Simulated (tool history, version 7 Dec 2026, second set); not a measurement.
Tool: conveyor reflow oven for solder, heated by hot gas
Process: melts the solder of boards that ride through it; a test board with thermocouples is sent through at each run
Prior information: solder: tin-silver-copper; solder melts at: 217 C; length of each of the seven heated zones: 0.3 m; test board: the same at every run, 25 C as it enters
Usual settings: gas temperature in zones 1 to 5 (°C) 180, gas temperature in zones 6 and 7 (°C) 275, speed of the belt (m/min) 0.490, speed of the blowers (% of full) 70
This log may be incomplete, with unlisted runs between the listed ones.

run     day  gas temperature in zones 1 to 5 (°C)  gas temperature in zones 6 and 7 (°C)  speed of the belt (m/min)  speed of the blowers (% of full)  highest temperature of the board (°C)  time above the solder's melting point (s)
  1   0.000                                   180                                    275                      0.490                                70                                  260.6                                       62.7
  2   1.150                                   180                                    275                      0.490                                70                                  260.9                                       62.8
  3   2.792                                   180                                    275                      0.490                                70                                  259.6                                       62.3
  4   3.879                                   180                                    275                      0.490                                70                                  260.2                                       62.1
  5   5.346                                   180                                    281                      0.490                                70                                  266.1                                       65.4
  6   6.029                                   180                                    290                      0.490                                70                                  273.4                                       69.6
  7   7.408                                   185                                    275                      0.490                                70                                  260.5                                       65.1
  8   9.038                                   180                                    275                      0.490                                68                                  259.2                                       62.5
  9   9.767                                   180                                    275                      0.490                                68                                  260.0                                       62.0
 10  10.458                                   180                                    290                      0.490                                70                                  273.2                                       69.2
 11  11.821                                   180                                    290                      0.490                                70                                  272.3                                       68.6
 12  13.367                                   180                                    290                      0.490                                70                                  273.3                                       69.0
     13.962  -- belt drive overhauled, speed set with a stopwatch
 13  14.292                                   180                                    290                      0.490                                70                                  272.6                                       68.4
 14  15.321                                   180                                    275                      0.490                                70                                  259.5                                       61.1
 15  16.142                                   180                                    275                      0.490                                70                                  259.7                                       60.9
 16  16.950                                   167                                    275                      0.562                                67                                  249.2                                       42.3
 17  18.138                                   167                                    275                      0.562                                67                                  250.5                                       42.0
 18  19.038                                   172                                    274                      0.490                                70                                  256.7                                       57.0
     19.746  -- flux residue cleaned out of gas plates and filters
 19  20.367                                   172                                    274                      0.490                                70                                  260.7                                       59.4
 20  21.542                                   172                                    274                      0.490                                70                                  260.4                                       59.6
 21  22.725                                   180                                    267                      0.490                                70                                  255.7                                       59.0
 22  24.058                                   183                                    267                      0.481                                70                                  256.3                                       62.3
 23  24.850                                   183                                    267                      0.481                                70                                  255.7                                       62.2
 24  25.629                                   192                                    264                      0.490                                63                                  252.4                                       63.2
 25  26.492                                   166                                    269                      0.547                                73                                  251.3                                       45.1
 26  27.308                                   166                                    269                      0.547                                73                                  250.8                                       45.7
 27  28.075                                   180                                    284                      0.438                                64                                  272.1                                       76.8
 28  28.892                                   180                                    284                      0.438                                64                                  272.5                                       76.7
 29  30.067                                   167                                    264                      0.490                                74                                  250.8                                       52.1

3 options for the next run, each taken on its own from the tool as it stands now. Forecast them:
  A  30.917                                   185                                    275                      0.490                                70                                      ?                                          ?
  B  30.917                                   184                                    264                      0.473                                74                                      ?                                          ?
  C  30.917                                   180                                    268                      0.490                                79                                      ?                                          ?

run  highest temperature of the board (°C)  time above the solder's melting point (s)
  A                                  262.4                                       65.6
  B                                  254.9                                       63.2
  C                                  257.9                                       60.5
With no hidden state in the tool, these same runs would have given:
run  highest temperature of the board (°C)  time above the solder's melting point (s)
  A                                  260.0                                       64.2
  B                                  252.4                                       61.6
  C                                  255.5                                       59.0
